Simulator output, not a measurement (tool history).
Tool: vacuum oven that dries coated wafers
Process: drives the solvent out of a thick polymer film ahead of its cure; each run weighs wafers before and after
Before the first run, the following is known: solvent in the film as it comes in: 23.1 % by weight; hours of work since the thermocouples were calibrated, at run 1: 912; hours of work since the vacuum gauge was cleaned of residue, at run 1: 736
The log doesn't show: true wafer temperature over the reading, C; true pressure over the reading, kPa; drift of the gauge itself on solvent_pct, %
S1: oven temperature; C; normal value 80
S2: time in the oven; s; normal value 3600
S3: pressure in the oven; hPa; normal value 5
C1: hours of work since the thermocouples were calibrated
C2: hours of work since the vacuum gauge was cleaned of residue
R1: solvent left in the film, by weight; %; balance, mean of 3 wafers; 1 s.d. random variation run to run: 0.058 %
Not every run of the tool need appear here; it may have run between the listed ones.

| run | hour | S1 | S2 | S3 | C1 | C2 | R1 |
|---|---|---|---|---|---|---|---|
| 1 | 0 | 80 | 3600 | 5 | 912 | 736 | 3 |
| 2 | 20.7 | 80 | 3600 | 5 | 927 | 752 | 3.02 |
| 3 | 31.4 | 79 | 3600 | 5 | 935 | 760 | 3.24 |
|  | 37.3 | oven's thermocouples calibrated |
| 4 | 44.7 | 80 | 3600 | 16.93 | 6 | 768 | 5.69 |
| 5 | 69 | 80 | 3600 | 16.93 | 24 | 787 | 5.77 |
| 6 | 92.2 | 80 | 3600 | 4.21 | 41 | 804 | 3.32 |
| 7 | 109.8 | 80 | 3600 | 4.21 | 55 | 817 | 3.41 |
| 8 | 124.4 | 80 | 3600 | 4.21 | 66 | 828 | 3.32 |
| 9 | 139.2 | 81 | 4140 | 5.6 | 77 | 839 | 2.81 |
| 10 | 162.5 | 81 | 4140 | 5.6 | 94 | 857 | 2.89 |
| 11 | 186.8 | 87 | 4140 | 5.6 | 113 | 875 | 1.91 |
| 12 | 197 | 87 | 4140 | 5.6 | 120 | 883 | 1.91 |
| 13 | 217.2 | 86 | 2640 | 2.78 | 135 | 898 | 2.88 |
| 14 | 235.6 | 86 | 2640 | 2.78 | 149 | 912 | 2.86 |
| 15 | 257.7 | 80 | 3600 | 6.55 | 166 | 929 | 3.86 |
| 16 | 272.7 | 82 | 3600 | 6.55 | 177 | 940 | 3.31 |

What if the next run were any one of these 3? Each begins from the tool's condition after run 16:
| A | 295.8 | 91 | 4800 | 6.55 | 195 | 957 | ? |
| B | 295.8 | 80 | 2100 | 16.89 | 195 | 957 | ? |
| C | 295.8 | 85 | 3420 | 3.03 | 195 | 957 | ? |

| run | R1 |
|---|---|
| A | 1.51 |
| B | 8.18 |
| C | 2.22 |
Take away the tool's hidden state, keep each run's random variation, and the runs would have read:
| run | R1 |
|---|---|
| A | 1.02 |
| B | 7.77 |
| C | 1.69 |

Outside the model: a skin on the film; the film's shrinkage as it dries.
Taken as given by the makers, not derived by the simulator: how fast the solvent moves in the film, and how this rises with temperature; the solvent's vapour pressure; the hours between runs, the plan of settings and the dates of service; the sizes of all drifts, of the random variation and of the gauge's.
